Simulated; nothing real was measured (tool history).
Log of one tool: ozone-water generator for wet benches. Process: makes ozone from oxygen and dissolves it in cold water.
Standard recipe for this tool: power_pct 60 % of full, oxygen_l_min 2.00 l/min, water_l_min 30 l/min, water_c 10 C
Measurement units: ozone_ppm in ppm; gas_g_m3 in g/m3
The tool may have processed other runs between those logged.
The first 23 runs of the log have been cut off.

run,hour,power_pct,oxygen_l_min,water_l_min,water_c,hours of work since the electrodes were changed,hours of work since the contactor was cleaned,hours of work since the thermometer was calibrated,ozone_ppm,gas_g_m3
24,2455.8,45,2.41,36,5,3105,8106,1839,3.53,102.1
25,2586.9,52,2.41,30,9,3210,8211,1944,4.93,116.7
26,2708.3,52,1.09,30,9,3308,8308,2042,3.66,175.6
27,2801.8,48,2.19,30,6,3383,8383,2117,4.51,114.4
28,2879.0,48,2.19,30,6,3445,8445,2178,4.48,114.5
29,2963.1,60,2.00,25,16,3512,8512,2246,6.37,145.4
30,3062.6,63,2.56,44,17,3592,8592,2326,3.61,133.4
31,3134.8,60,2.00,30,13,3650,8650,2383,5.07,145.4
32,3270.7,60,1.00,38,10,3758,8759,2492,2.86,206.2
33,3405.3,40,3.03,30,10,3866,8867,2600,4.17,81.8

Forecast each of these 4 alternatives for the next run:
A,3542.8,40,3.03,30,11,3977,8977,2710,?,?
B,3542.8,40,1.02,24,9,3977,8977,2710,?,?
C,3542.8,56,1.16,45,10,3977,8977,2710,?,?
D,3542.8,92,3.50,41,10,3977,8977,2710,?,?

run,ozone_ppm,gas_g_m3
A,4.23,82.2
B,3.82,144.6
C,2.31,183.0
D,6.26,159.1
Had the tool no hidden state, the same runs would have come out as:
run,ozone_ppm,gas_g_m3
A,4.23,82.2
B,3.82,144.7
C,2.31,183.1
D,6.27,159.3
